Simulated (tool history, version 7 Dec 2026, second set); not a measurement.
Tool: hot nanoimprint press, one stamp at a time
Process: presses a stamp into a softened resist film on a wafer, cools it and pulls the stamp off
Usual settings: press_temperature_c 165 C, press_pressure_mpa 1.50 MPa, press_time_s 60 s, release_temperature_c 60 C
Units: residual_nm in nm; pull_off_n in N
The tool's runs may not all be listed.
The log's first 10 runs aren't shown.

Run 11, hour 85.7: usual settings. Result: residual_nm 112.8 nm, pull_off_n 235 N.
Run 12, hour 91.0: usual settings. Result: residual_nm 112.0 nm, pull_off_n 228 N.
Run 13, hour 103.2: usual settings. Result: residual_nm 113.0 nm, pull_off_n 231 N.
Run 14, hour 113.1: usual settings. Result: residual_nm 112.5 nm, pull_off_n 237 N.
Run 15, hour 123.6: usual settings. Result: residual_nm 112.8 nm, pull_off_n 239 N.
At hour 127.4: plate thermocouple calibrated.
Run 16, hour 133.6: usual settings. Result: residual_nm 112.6 nm, pull_off_n 237 N.
Run 17, hour 145.2: usual settings but press_temperature_c 164 C, press_pressure_mpa 1.52 MPa. Result: residual_nm 117.1 nm, pull_off_n 232 N.
Run 18, hour 154.3: usual settings but press_temperature_c 164 C, press_pressure_mpa 1.52 MPa. Result: residual_nm 116.1 nm, pull_off_n 239 N.
Run 19, hour 160.3: usual settings but press_temperature_c 175 C, press_time_s 40 s, release_temperature_c 54 C. Result: residual_nm 96.7 nm, pull_off_n 248 N.
Run 20, hour 165.7: usual settings but press_temperature_c 173 C, press_time_s 55 s. Result: residual_nm 90.9 nm, pull_off_n 239 N.
Run 21, hour 171.4: usual settings but press_temperature_c 159 C, press_pressure_mpa 2.22 MPa, release_temperature_c 48 C. Result: residual_nm 116.1 nm, pull_off_n 280 N.
Run 22, hour 180.4: usual settings but press_temperature_c 158 C, press_pressure_mpa 0.98 MPa, press_time_s 118 s, release_temperature_c 51 C. Result: residual_nm 133.4 nm, pull_off_n 263 N.
Run 23, hour 188.8: usual settings but press_temperature_c 158 C, press_pressure_mpa 0.98 MPa, press_time_s 118 s, release_temperature_c 51 C. Result: residual_nm 133.4 nm, pull_off_n 270 N.
Run 24, hour 198.4: usual settings but press_temperature_c 156 C, press_pressure_mpa 0.98 MPa, press_time_s 75 s, release_temperature_c 47 C. Result: residual_nm 162.9 nm, pull_off_n 277 N.
At hour 204.7: plate thermocouple calibrated, once more.
Run 25, hour 211.8: usual settings but press_temperature_c 156 C, press_pressure_mpa 0.98 MPa, press_time_s 75 s, release_temperature_c 47 C. Result: residual_nm 161.7 nm, pull_off_n 283 N.
Run 26, hour 218.8: usual settings but press_pressure_mpa 1.59 MPa, press_time_s 35 s, release_temperature_c 58 C. Result: residual_nm 133.2 nm, pull_off_n 249 N.
Run 27, hour 231.0: usual settings but press_temperature_c 168 C, press_time_s 95 s, release_temperature_c 56 C. Result: residual_nm 84.5 nm, pull_off_n 258 N.
Run 28, hour 239.8: usual settings but press_temperature_c 168 C, press_time_s 95 s, release_temperature_c 56 C. Result: residual_nm 85.0 nm, pull_off_n 255 N.
Run 29, hour 248.1: usual settings but press_temperature_c 168 C, press_time_s 35 s, release_temperature_c 59 C. Result: residual_nm 124.5 nm, pull_off_n 249 N.
Run 30, hour 255.7: usual settings but press_temperature_c 171 C, press_time_s 47 s. Result: residual_nm 102.6 nm, pull_off_n 243 N.

Forecast each of these 4 alternatives for the next run:
Run A, hour 267.2: usual settings but press_temperature_c 158 C, press_pressure_mpa 1.67 MPa. Result: residual_nm ?, pull_off_n ?.
Run B, hour 267.2: usual settings but press_pressure_mpa 1.76 MPa, release_temperature_c 49 C. Result: residual_nm ?, pull_off_n ?.
Run C, hour 267.2: usual settings but press_temperature_c 171 C, press_pressure_mpa 2.05 MPa, press_time_s 42 s, release_temperature_c 67 C. Result: residual_nm ?, pull_off_n ?.
Run D, hour 267.2: usual settings but press_temperature_c 157 C, press_time_s 47 s. Result: residual_nm ?, pull_off_n ?.

run  residual_nm  pull_off_n
  A        135.7         250
  B        105.4         274
  C         92.4         225
  D        157.4         241
Without the tool's hidden state the same runs would have given:
run  residual_nm  pull_off_n
  A        134.6         199
  B        104.3         218
  C         91.2         179
  D        156.4         192
